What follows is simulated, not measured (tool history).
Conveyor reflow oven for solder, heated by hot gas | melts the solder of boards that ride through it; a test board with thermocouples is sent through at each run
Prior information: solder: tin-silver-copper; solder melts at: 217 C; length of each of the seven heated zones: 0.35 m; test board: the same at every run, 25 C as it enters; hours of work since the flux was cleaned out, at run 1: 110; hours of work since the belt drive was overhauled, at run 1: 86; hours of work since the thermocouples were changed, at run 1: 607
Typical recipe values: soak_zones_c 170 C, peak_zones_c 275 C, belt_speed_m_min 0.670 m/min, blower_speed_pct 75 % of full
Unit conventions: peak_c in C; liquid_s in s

run   hour  soak_zones_c  peak_zones_c  belt_speed_m_min  blower_speed_pct  hours of work since the flux was cleaned out  hours of work since the belt drive was overhauled  hours of work since the thermocouples were changed  peak_c  liquid_s
  1    0.0           170           275             0.670                75                                           110                                                 86                                                 607   261.0      50.8
  2   18.0           170           275             0.670                75                                           124                                                 99                                                 620   260.6      50.4
  3   27.5           170           275             0.670                75                                           131                                                106                                                 627   260.8      51.0
  4   43.6           169           275             0.670                75                                           143                                                118                                                 639   260.6      50.1
  5   55.2           169           275             0.670                75                                           151                                                127                                                 647   260.5      50.4
  6   69.4           169           275             0.670                75                                           162                                                137                                                 658   260.8      50.7
  7   85.9           169           275             0.670                75                                           174                                                149                                                 670   260.7      49.8
  8  100.7           169           275             0.670                75                                           185                                                160                                                 681   260.5      49.7
  9  109.9           169           275             0.670                75                                           191                                                167                                                 688   260.6      50.7
 10  127.5           169           275             0.670                75                                           204                                                180                                                 701   260.4      50.5
     132.4  -- belt drive overhauled, speed set with a stopwatch
 11  140.6           169           275             0.670                75                                           211                                                  6                                                 707   260.7      50.5
 12  152.6           170           275             0.670                67                                           220                                                 15                                                 716   257.8      49.2
 13  163.5           170           275             0.670                57                                           228                                                 23                                                 724   254.9      46.4
     181.9  -- belt drive overhauled, speed set with a stopwatch, once more
 14  185.4           170           275             0.670                57                                           241                                                  3                                                 737   254.2      46.4
 15  194.2           170           275             0.670                57                                           248                                                  9                                                 744   254.4      46.6
     203.2  -- flux residue cleaned out of gas plates and filters
 16  213.2           170           285             0.693                75                                             7                                                 19                                                 754   269.8      52.8
 17  231.6           170           285             0.693                75                                            21                                                 33                                                 768   269.8      52.1
 18  240.5           176           283             0.628                50                                            28                                                 40                                                 774   263.6      57.2

5 options for the next run, each taken on its own from the tool as it stands now. Forecast them:
  A  251.6           169           283             0.627                82                                            36                                                 48                                                 783       ?         ?
  B  251.6           176           283             0.622                50                                            36                                                 48                                                 783       ?         ?
  C  251.6           160           276             0.654                75                                            36                                                 48                                                 783       ?         ?
  D  251.6           166           280             0.589                50                                            36                                                 48                                                 783       ?         ?
  E  251.6           169           275             0.670                54                                            36                                                 48                                                 783       ?         ?

run  peak_c  liquid_s
  A   273.2      59.0
  B   264.1      57.5
  C   261.8      50.1
  D   261.7      56.1
  E   254.1      46.3
Stripped of hidden state, with their random variation kept, the same runs would have yielded:
run  peak_c  liquid_s
  A   271.9      58.5
  B   262.9      56.8
  C   260.6      49.6
  D   260.4      55.4
  E   252.9      45.6
